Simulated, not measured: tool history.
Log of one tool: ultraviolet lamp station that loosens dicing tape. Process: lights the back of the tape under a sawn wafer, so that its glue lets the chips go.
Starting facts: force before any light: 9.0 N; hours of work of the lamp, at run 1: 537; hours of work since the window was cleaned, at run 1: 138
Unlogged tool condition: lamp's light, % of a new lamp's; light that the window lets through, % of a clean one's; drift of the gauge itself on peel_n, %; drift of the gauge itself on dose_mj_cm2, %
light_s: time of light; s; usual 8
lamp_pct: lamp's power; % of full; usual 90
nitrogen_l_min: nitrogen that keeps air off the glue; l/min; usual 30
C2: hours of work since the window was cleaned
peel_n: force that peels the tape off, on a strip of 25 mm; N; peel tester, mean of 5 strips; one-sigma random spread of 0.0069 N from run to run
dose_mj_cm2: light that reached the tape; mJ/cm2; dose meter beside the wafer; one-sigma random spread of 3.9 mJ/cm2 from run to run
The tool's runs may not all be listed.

{"run": 1, "hour": 0.0, "light_s": 8, "lamp_pct": 90, "nitrogen_l_min": 30, "hours of work of the lamp": 537, "C2": 138, "peel_n": 0.337, "dose_mj_cm2": 571}
{"run": 2, "hour": 32.7, "light_s": 8, "lamp_pct": 90, "nitrogen_l_min": 30, "hours of work of the lamp": 551, "C2": 152, "peel_n": 0.337, "dose_mj_cm2": 566}
{"run": 3, "hour": 64.6, "light_s": 8, "lamp_pct": 90, "nitrogen_l_min": 30, "hours of work of the lamp": 565, "C2": 166, "peel_n": 0.346, "dose_mj_cm2": 559}
{"run": 4, "hour": 104.5, "light_s": 8, "lamp_pct": 90, "nitrogen_l_min": 30, "hours of work of the lamp": 583, "C2": 183, "peel_n": 0.346, "dose_mj_cm2": 555}
{"run": 5, "hour": 137.2, "light_s": 8, "lamp_pct": 90, "nitrogen_l_min": 30, "hours of work of the lamp": 597, "C2": 198, "peel_n": 0.376, "dose_mj_cm2": 558}
{"run": 6, "hour": 162.8, "light_s": 8, "lamp_pct": 90, "nitrogen_l_min": 30, "hours of work of the lamp": 608, "C2": 209, "peel_n": 0.376, "dose_mj_cm2": 557}
{"run": 7, "hour": 184.8, "light_s": 8, "lamp_pct": 90, "nitrogen_l_min": 23, "hours of work of the lamp": 618, "C2": 218, "peel_n": 0.449, "dose_mj_cm2": 552}
{"run": 8, "hour": 209.2, "light_s": 8, "lamp_pct": 90, "nitrogen_l_min": 23, "hours of work of the lamp": 628, "C2": 229, "peel_n": 0.466, "dose_mj_cm2": 549}
{"run": 9, "hour": 226.6, "light_s": 8, "lamp_pct": 90, "nitrogen_l_min": 23, "hours of work of the lamp": 636, "C2": 237, "peel_n": 0.469, "dose_mj_cm2": 550}
{"run": 10, "hour": 261.4, "light_s": 8, "lamp_pct": 90, "nitrogen_l_min": 30, "hours of work of the lamp": 651, "C2": 252, "peel_n": 0.371, "dose_mj_cm2": 544}
{"run": 11, "hour": 300.3, "light_s": 8, "lamp_pct": 90, "nitrogen_l_min": 30, "hours of work of the lamp": 668, "C2": 269, "peel_n": 0.403, "dose_mj_cm2": 548}
{"run": 12, "hour": 325.9, "light_s": 8, "lamp_pct": 90, "nitrogen_l_min": 30, "hours of work of the lamp": 679, "C2": 280, "peel_n": 0.385, "dose_mj_cm2": 538}
{"run": 13, "hour": 362.2, "light_s": 8, "lamp_pct": 90, "nitrogen_l_min": 30, "hours of work of the lamp": 695, "C2": 296, "peel_n": 0.385, "dose_mj_cm2": 535}
{"hour": 366.5, "done": "window cleaned of glue's vapour"}
{"run": 14, "hour": 395.7, "light_s": 8, "lamp_pct": 90, "nitrogen_l_min": 30, "hours of work of the lamp": 709, "C2": 13, "peel_n": 0.392, "dose_mj_cm2": 524}
{"run": 15, "hour": 431.4, "light_s": 8, "lamp_pct": 90, "nitrogen_l_min": 30, "hours of work of the lamp": 725, "C2": 28, "peel_n": 0.413, "dose_mj_cm2": 521}
{"run": 16, "hour": 448.6, "light_s": 16, "lamp_pct": 90, "nitrogen_l_min": 30, "hours of work of the lamp": 732, "C2": 36, "peel_n": 0.145, "dose_mj_cm2": 1040}
{"run": 17, "hour": 471.2, "light_s": 8, "lamp_pct": 90, "nitrogen_l_min": 30, "hours of work of the lamp": 742, "C2": 46, "peel_n": 0.419, "dose_mj_cm2": 517}
{"hour": 497.2, "done": "window cleaned of glue's vapour, once more"}
{"run": 18, "hour": 510.2, "light_s": 8, "lamp_pct": 90, "nitrogen_l_min": 45, "hours of work of the lamp": 759, "C2": 6, "peel_n": 0.266, "dose_mj_cm2": 548}
{"run": 19, "hour": 546.3, "light_s": 8, "lamp_pct": 90, "nitrogen_l_min": 10, "hours of work of the lamp": 774, "C2": 21, "peel_n": 1.028, "dose_mj_cm2": 543}
{"run": 20, "hour": 572.7, "light_s": 8, "lamp_pct": 90, "nitrogen_l_min": 10, "hours of work of the lamp": 786, "C2": 33, "peel_n": 1.022, "dose_mj_cm2": 535}
{"run": 21, "hour": 598.6, "light_s": 8, "lamp_pct": 90, "nitrogen_l_min": 10, "hours of work of the lamp": 797, "C2": 44, "peel_n": 0.997, "dose_mj_cm2": 533}
{"run": 22, "hour": 639.2, "light_s": 11, "lamp_pct": 99, "nitrogen_l_min": 24, "hours of work of the lamp": 815, "C2": 62, "peel_n": 0.188, "dose_mj_cm2": 802}
{"run": 23, "hour": 656.8, "light_s": 11, "lamp_pct": 99, "nitrogen_l_min": 24, "hours of work of the lamp": 823, "C2": 69, "peel_n": 0.194, "dose_mj_cm2": 797}
{"run": 24, "hour": 678.3, "light_s": 8, "lamp_pct": 87, "nitrogen_l_min": 30, "hours of work of the lamp": 832, "C2": 79, "peel_n": 0.445, "dose_mj_cm2": 510}
{"run": 25, "hour": 716.3, "light_s": 8, "lamp_pct": 87, "nitrogen_l_min": 30, "hours of work of the lamp": 849, "C2": 95, "peel_n": 0.458, "dose_mj_cm2": 506}
{"run": 26, "hour": 736.8, "light_s": 7, "lamp_pct": 96, "nitrogen_l_min": 14, "hours of work of the lamp": 857, "C2": 104, "peel_n": 0.954, "dose_mj_cm2": 490}
{"run": 27, "hour": 757.6, "light_s": 7, "lamp_pct": 96, "nitrogen_l_min": 23, "hours of work of the lamp": 866, "C2": 113, "peel_n": 0.615, "dose_mj_cm2": 489}
{"run": 28, "hour": 780.8, "light_s": 5, "lamp_pct": 61, "nitrogen_l_min": 26, "hours of work of the lamp": 877, "C2": 123, "peel_n": 2.346, "dose_mj_cm2": 217}
{"run": 29, "hour": 813.6, "light_s": 12, "lamp_pct": 90, "nitrogen_l_min": 30, "hours of work of the lamp": 891, "C2": 138, "peel_n": 0.197, "dose_mj_cm2": 773}
{"run": 30, "hour": 853.0, "light_s": 14, "lamp_pct": 95, "nitrogen_l_min": 30, "hours of work of the lamp": 908, "C2": 155, "peel_n": 0.142, "dose_mj_cm2": 945}
{"run": 31, "hour": 877.3, "light_s": 14, "lamp_pct": 95, "nitrogen_l_min": 30, "hours of work of the lamp": 919, "C2": 165, "peel_n": 0.151, "dose_mj_cm2": 936}
{"run": 32, "hour": 907.7, "light_s": 5, "lamp_pct": 88, "nitrogen_l_min": 30, "hours of work of the lamp": 932, "C2": 179, "peel_n": 1.265, "dose_mj_cm2": 308}
{"run": 33, "hour": 937.7, "light_s": 5, "lamp_pct": 80, "nitrogen_l_min": 16, "hours of work of the lamp": 945, "C2": 192, "peel_n": 2.249, "dose_mj_cm2": 279}
{"run": 34, "hour": 974.5, "light_s": 5, "lamp_pct": 80, "nitrogen_l_min": 16, "hours of work of the lamp": 961, "C2": 208, "peel_n": 2.236, "dose_mj_cm2": 277}
{"run": 35, "hour": 1005.1, "light_s": 8, "lamp_pct": 84, "nitrogen_l_min": 30, "hours of work of the lamp": 974, "C2": 221, "peel_n": 0.54, "dose_mj_cm2": 463}
{"run": 36, "hour": 1034.3, "light_s": 13, "lamp_pct": 63, "nitrogen_l_min": 30, "hours of work of the lamp": 987, "C2": 234, "peel_n": 0.36, "dose_mj_cm2": 560}
{"run": 37, "hour": 1058.5, "light_s": 13, "lamp_pct": 67, "nitrogen_l_min": 25, "hours of work of the lamp": 997, "C2": 244, "peel_n": 0.367, "dose_mj_cm2": 594}
{"run": 38, "hour": 1075.9, "light_s": 13, "lamp_pct": 67, "nitrogen_l_min": 25, "hours of work of the lamp": 1005, "C2": 252, "peel_n": 0.368, "dose_mj_cm2": 589}
{"run": 39, "hour": 1098.1, "light_s": 13, "lamp_pct": 67, "nitrogen_l_min": 25, "hours of work of the lamp": 1015, "C2": 262, "peel_n": 0.354, "dose_mj_cm2": 592}
{"run": 40, "hour": 1123.3, "light_s": 4, "lamp_pct": 67, "nitrogen_l_min": 44, "hours of work of the lamp": 1026, "C2": 273, "peel_n": 2.417, "dose_mj_cm2": 181}
{"run": 41, "hour": 1147.7, "light_s": 4, "lamp_pct": 67, "nitrogen_l_min": 44, "hours of work of the lamp": 1036, "C2": 283, "peel_n": 2.475, "dose_mj_cm2": 178}
{"run": 42, "hour": 1165.2, "light_s": 15, "lamp_pct": 90, "nitrogen_l_min": 11, "hours of work of the lamp": 1044, "C2": 291, "peel_n": 0.292, "dose_mj_cm2": 907}

Alternative continuations, all from the tool just after run 42; predict every row:
{"run": "A", "hour": 1182.6, "light_s": 13, "lamp_pct": 88, "nitrogen_l_min": 17, "hours of work of the lamp": 1051, "C2": 298, "peel_n": "?", "dose_mj_cm2": "?"}
{"run": "B", "hour": 1182.6, "light_s": 7, "lamp_pct": 99, "nitrogen_l_min": 20, "hours of work of the lamp": 1051, "C2": 298, "peel_n": "?", "dose_mj_cm2": "?"}
{"run": "C", "hour": 1182.6, "light_s": 14, "lamp_pct": 61, "nitrogen_l_min": 23, "hours of work of the lamp": 1051, "C2": 298, "peel_n": "?", "dose_mj_cm2": "?"}
{"run": "D", "hour": 1182.6, "light_s": 7, "lamp_pct": 90, "nitrogen_l_min": 30, "hours of work of the lamp": 1051, "C2": 298, "peel_n": "?", "dose_mj_cm2": "?"}
{"run": "E", "hour": 1182.6, "light_s": 15, "lamp_pct": 91, "nitrogen_l_min": 11, "hours of work of the lamp": 1051, "C2": 298, "peel_n": "?", "dose_mj_cm2": "?"}

run=A peel_n=0.285 dose_mj_cm2=758
run=B peel_n=0.772 dose_mj_cm2=461
run=C peel_n=0.42 dose_mj_cm2=567
run=D peel_n=0.675 dose_mj_cm2=424
run=E peel_n=0.295 dose_mj_cm2=909
What these runs would have given with no unlogged condition in the tool:
run=A peel_n=0.161 dose_mj_cm2=1067
run=B peel_n=0.353 dose_mj_cm2=648
run=C peel_n=0.203 dose_mj_cm2=796
run=D peel_n=0.311 dose_mj_cm2=594
run=E peel_n=0.167 dose_mj_cm2=1279

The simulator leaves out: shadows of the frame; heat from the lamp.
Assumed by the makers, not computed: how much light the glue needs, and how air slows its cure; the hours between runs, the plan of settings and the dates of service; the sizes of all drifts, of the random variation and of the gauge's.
